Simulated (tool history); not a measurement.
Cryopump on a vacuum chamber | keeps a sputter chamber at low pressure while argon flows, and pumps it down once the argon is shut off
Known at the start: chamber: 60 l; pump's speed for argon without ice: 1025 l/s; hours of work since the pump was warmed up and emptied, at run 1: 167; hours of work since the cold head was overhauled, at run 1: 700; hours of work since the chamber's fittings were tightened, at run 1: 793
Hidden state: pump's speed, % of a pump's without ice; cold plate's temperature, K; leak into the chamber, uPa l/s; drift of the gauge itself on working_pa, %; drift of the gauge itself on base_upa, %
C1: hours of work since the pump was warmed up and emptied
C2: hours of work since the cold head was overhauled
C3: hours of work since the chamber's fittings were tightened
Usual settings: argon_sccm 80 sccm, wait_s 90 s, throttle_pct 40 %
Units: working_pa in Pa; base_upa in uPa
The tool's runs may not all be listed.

Run 1, hour 0.0: usual settings; C1 167; C2 700; C3 793. Result: working_pa 0.3371 Pa, base_upa 1.93 uPa.
Run 2, hour 33.1: usual settings; C1 182; C2 715; C3 808. Result: working_pa 0.3360 Pa, base_upa 1.93 uPa.
Run 3, hour 62.7: usual settings but wait_s 36 s; C1 195; C2 728; C3 821. Result: working_pa 0.3393 Pa, base_upa 4.18 uPa.
Run 4, hour 89.8: usual settings but argon_sccm 102 sccm, wait_s 36 s; C1 207; C2 740; C3 833. Result: working_pa 0.4337 Pa, base_upa 4.15 uPa.
Run 5, hour 132.7: usual settings; C1 226; C2 759; C3 853. Result: working_pa 0.3436 Pa, base_upa 1.92 uPa.
Run 6, hour 182.7: usual settings; C1 249; C2 782; C3 875. Result: working_pa 0.3397 Pa, base_upa 1.89 uPa.
Run 7, hour 231.9: usual settings; C1 271; C2 804; C3 898. Result: working_pa 0.3398 Pa, base_upa 2.03 uPa.
Run 8, hour 266.8: usual settings but argon_sccm 39 sccm; C1 287; C2 820; C3 913. Result: working_pa 0.1673 Pa, base_upa 1.98 uPa.
Run 9, hour 297.2: usual settings but argon_sccm 39 sccm; C1 301; C2 834; C3 927. Result: working_pa 0.1673 Pa, base_upa 2.05 uPa.
Run 10, hour 325.3: usual settings but argon_sccm 39 sccm; C1 313; C2 846; C3 940. Result: working_pa 0.1672 Pa, base_upa 1.95 uPa.
Run 11, hour 358.9: usual settings but argon_sccm 39 sccm; C1 329; C2 862; C3 955. Result: working_pa 0.1685 Pa, base_upa 1.99 uPa.
Run 12, hour 410.2: usual settings; C1 352; C2 885; C3 978. Result: working_pa 0.3446 Pa, base_upa 2.05 uPa.
Run 13, hour 450.4: usual settings; C1 370; C2 903; C3 996. Result: working_pa 0.3454 Pa, base_upa 2.02 uPa.
Run 14, hour 476.6: usual settings but argon_sccm 53 sccm; C1 382; C2 915; C3 1008. Result: working_pa 0.2305 Pa, base_upa 2.06 uPa.
Run 15, hour 527.9: usual settings but argon_sccm 89 sccm; C1 405; C2 938; C3 1031. Result: working_pa 0.3846 Pa, base_upa 2.01 uPa.
Run 16, hour 549.4: usual settings but argon_sccm 89 sccm; C1 415; C2 948; C3 1041. Result: working_pa 0.3900 Pa, base_upa 2.01 uPa.
Run 17, hour 583.5: usual settings but argon_sccm 89 sccm; C1 430; C2 963; C3 1056. Result: working_pa 0.3922 Pa, base_upa 2.06 uPa.
Run 18, hour 615.1: usual settings but argon_sccm 58 sccm, wait_s 139 s, throttle_pct 26 %; C1 444; C2 977; C3 1071. Result: working_pa 0.3824 Pa, base_upa 1.60 uPa.
Run 19, hour 654.6: usual settings but argon_sccm 58 sccm, wait_s 139 s, throttle_pct 26 %; C1 462; C2 995; C3 1088. Result: working_pa 0.3845 Pa, base_upa 1.50 uPa.
Run 20, hour 692.7: usual settings but argon_sccm 48 sccm, wait_s 139 s, throttle_pct 26 %; C1 479; C2 1012; C3 1106. Result: working_pa 0.3187 Pa, base_upa 1.58 uPa.
Run 21, hour 716.5: usual settings but wait_s 25 s, throttle_pct 46 %; C1 490; C2 1023; C3 1116. Result: working_pa 0.3092 Pa, base_upa 5.76 uPa.
Run 22, hour 756.9: usual settings but argon_sccm 36 sccm, wait_s 38 s; C1 508; C2 1041; C3 1135. Result: working_pa 0.1602 Pa, base_upa 3.98 uPa.
Run 23, hour 796.6: usual settings but wait_s 75 s; C1 526; C2 1059; C3 1152. Result: working_pa 0.3537 Pa, base_upa 2.30 uPa.
At hour 812.7: pump warmed up, emptied and cooled again.
Run 24, hour 841.9: usual settings but argon_sccm 65 sccm, wait_s 26 s, throttle_pct 51 %; C1 13; C2 1077; C3 1171. Result: working_pa 0.2110 Pa, base_upa 5.59 uPa.
Run 25, hour 872.3: usual settings but argon_sccm 70 sccm, throttle_pct 18 %; C1 27; C2 1091; C3 1184. Result: working_pa 0.6464 Pa, base_upa 1.99 uPa.
Run 26, hour 896.1: usual settings but argon_sccm 38 sccm, wait_s 34 s, throttle_pct 44 %; C1 38; C2 1102; C3 1195. Result: working_pa 0.1441 Pa, base_upa 4.31 uPa.
Run 27, hour 918.9: usual settings but argon_sccm 59 sccm, wait_s 163 s, throttle_pct 44 %; C1 48; C2 1112; C3 1205. Result: working_pa 0.2238 Pa, base_upa 1.38 uPa.
Run 28, hour 954.8: usual settings but throttle_pct 23 %; C1 64; C2 1128; C3 1222. Result: working_pa 0.5800 Pa, base_upa 2.03 uPa.
Run 29, hour 990.2: usual settings but argon_sccm 37 sccm, wait_s 184 s, throttle_pct 23 %; C1 80; C2 1144; C3 1238. Result: working_pa 0.2679 Pa, base_upa 1.38 uPa.
Run 30, hour 1021.9: usual settings but argon_sccm 148 sccm, wait_s 242 s, throttle_pct 36 %; C1 94; C2 1159; C3 1252. Result: working_pa 0.6951 Pa, base_upa 1.12 uPa.
Run 31, hour 1057.1: usual settings but argon_sccm 85 sccm, wait_s 242 s, throttle_pct 39 %; C1 110; C2 1174; C3 1268. Result: working_pa 0.3681 Pa, base_upa 1.19 uPa.
Run 32, hour 1098.5: usual settings but argon_sccm 106 sccm, wait_s 252 s, throttle_pct 54 %; C1 129; C2 1193; C3 1286. Result: working_pa 0.3350 Pa, base_upa 1.10 uPa.
Run 33, hour 1124.0: usual settings but argon_sccm 129 sccm, wait_s 129 s, throttle_pct 32 %; C1 141; C2 1205; C3 1298. Result: working_pa 0.6734 Pa, base_upa 1.64 uPa.
Run 34, hour 1148.5: usual settings but argon_sccm 129 sccm, wait_s 129 s, throttle_pct 32 %; C1 152; C2 1216; C3 1309. Result: working_pa 0.6763 Pa, base_upa 1.68 uPa.

Forecast each of these 3 alternatives for the next run:
Run A, hour 1183.8: usual settings but throttle_pct 52 %; C1 167; C2 1232; C3 1325. Result: working_pa ?, base_upa ?.
Run B, hour 1183.8: usual settings but wait_s 41 s, throttle_pct 17 %; C1 167; C2 1232; C3 1325. Result: working_pa ?, base_upa ?.
Run C, hour 1183.8: usual settings but argon_sccm 77 sccm, wait_s 227 s, throttle_pct 25 %; C1 167; C2 1232; C3 1325. Result: working_pa ?, base_upa ?.

run  working_pa  base_upa
  A      0.2631      2.11
  B      0.7880      3.77
  C      0.5145      1.24
Without the tool's hidden state the same runs would have given:
run  working_pa  base_upa
  A      0.2534      1.75
  B      0.7782      3.41
  C      0.5052      0.88
